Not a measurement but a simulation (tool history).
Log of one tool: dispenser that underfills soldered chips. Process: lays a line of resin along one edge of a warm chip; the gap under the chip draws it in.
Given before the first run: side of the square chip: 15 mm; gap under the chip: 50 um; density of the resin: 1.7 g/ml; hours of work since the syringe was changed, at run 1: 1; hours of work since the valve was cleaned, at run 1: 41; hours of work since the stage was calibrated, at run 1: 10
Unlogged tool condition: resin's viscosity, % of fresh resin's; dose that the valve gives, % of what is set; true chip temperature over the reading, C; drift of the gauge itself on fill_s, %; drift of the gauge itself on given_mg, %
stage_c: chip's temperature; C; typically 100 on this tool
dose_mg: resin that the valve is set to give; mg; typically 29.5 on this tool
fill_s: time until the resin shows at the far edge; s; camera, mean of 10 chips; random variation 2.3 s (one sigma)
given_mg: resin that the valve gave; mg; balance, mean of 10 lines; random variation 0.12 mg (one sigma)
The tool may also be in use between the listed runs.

| run | hour | stage_c | dose_mg | hours of work since the syringe was changed | hours of work since the valve was cleaned | hours of work since the stage was calibrated | fill_s | given_mg |
|---|---|---|---|---|---|---|---|---|
| 1 | 0.0 | 100 | 29.5 | 1 | 41 | 10 | 237.2 | 29.23 |
| 2 | 7.7 | 100 | 29.5 | 5 | 46 | 14 | 284.3 | 28.89 |
| 3 | 12.4 | 100 | 29.5 | 8 | 49 | 17 | 316.4 | 28.97 |
|  | 18.9 | new syringe of resin |
| 4 | 20.2 | 113 | 29.5 | 1 | 53 | 22 | 172.0 | 28.68 |
| 5 | 24.6 | 113 | 29.5 | 4 | 56 | 25 | 194.1 | 28.94 |
| 6 | 28.7 | 113 | 29.5 | 6 | 59 | 27 | 211.7 | 28.59 |
| 7 | 33.1 | 96 | 29.5 | 9 | 61 | 30 | 366.1 | 28.59 |
| 8 | 37.1 | 96 | 29.5 | 11 | 64 | 32 | 401.9 | 28.73 |
|  | 39.0 | new syringe of resin |
| 9 | 43.8 | 100 | 29.5 | 3 | 68 | 36 | 264.0 | 28.73 |
| 10 | 50.6 | 100 | 34.6 | 7 | 72 | 40 | 309.2 | 33.37 |
| 11 | 55.6 | 104 | 34.6 | 10 | 75 | 43 | 311.7 | 33.78 |
|  | 58.8 | new syringe of resin |
| 12 | 60.8 | 105 | 29.5 | 1 | 78 | 46 | 213.3 | 28.55 |
| 13 | 68.2 | 114 | 34.1 | 6 | 82 | 51 | 198.8 | 33.26 |
| 14 | 72.6 | 105 | 27.1 | 8 | 85 | 54 | 288.5 | 26.16 |
|  | 78.6 | new syringe of resin |
| 15 | 80.5 | 101 | 27.6 | 1 | 90 | 58 | 237.8 | 26.78 |
| 16 | 86.6 | 91 | 25.6 | 5 | 93 | 62 | 372.6 | 24.72 |
| 17 | 90.5 | 101 | 36.1 | 7 | 96 | 64 | 292.0 | 34.52 |
| 18 | 94.5 | 94 | 28.6 | 10 | 98 | 67 | 399.3 | 27.43 |
|  | 98.3 | new syringe of resin |
| 19 | 101.5 | 94 | 28.6 | 2 | 102 | 71 | 291.2 | 27.41 |

Predict each of these 3 candidate next runs independently; none follows another, all start after run 19:
|  | 104.4 | dispensing valve cleaned and set on the balance |
| A | 108.0 | 98 | 32.1 | 5 | 2 | 74 | ? | ? |
|  | 104.4 | dispensing valve cleaned and set on the balance |
| B | 108.0 | 94 | 30.9 | 5 | 2 | 74 | ? | ? |
|  | 104.4 | dispensing valve cleaned and set on the balance |
| C | 108.0 | 92 | 32.8 | 5 | 2 | 74 | ? | ? |

| run | fill_s | given_mg |
|---|---|---|
| A | 295.5 | 32.01 |
| B | 329.7 | 30.91 |
| C | 351.0 | 32.63 |
Had the tool no hidden state, the same runs would have come out as:
| run | fill_s | given_mg |
|---|---|---|
| A | 243.0 | 32.06 |
| B | 271.1 | 30.95 |
| C | 288.7 | 32.67 |

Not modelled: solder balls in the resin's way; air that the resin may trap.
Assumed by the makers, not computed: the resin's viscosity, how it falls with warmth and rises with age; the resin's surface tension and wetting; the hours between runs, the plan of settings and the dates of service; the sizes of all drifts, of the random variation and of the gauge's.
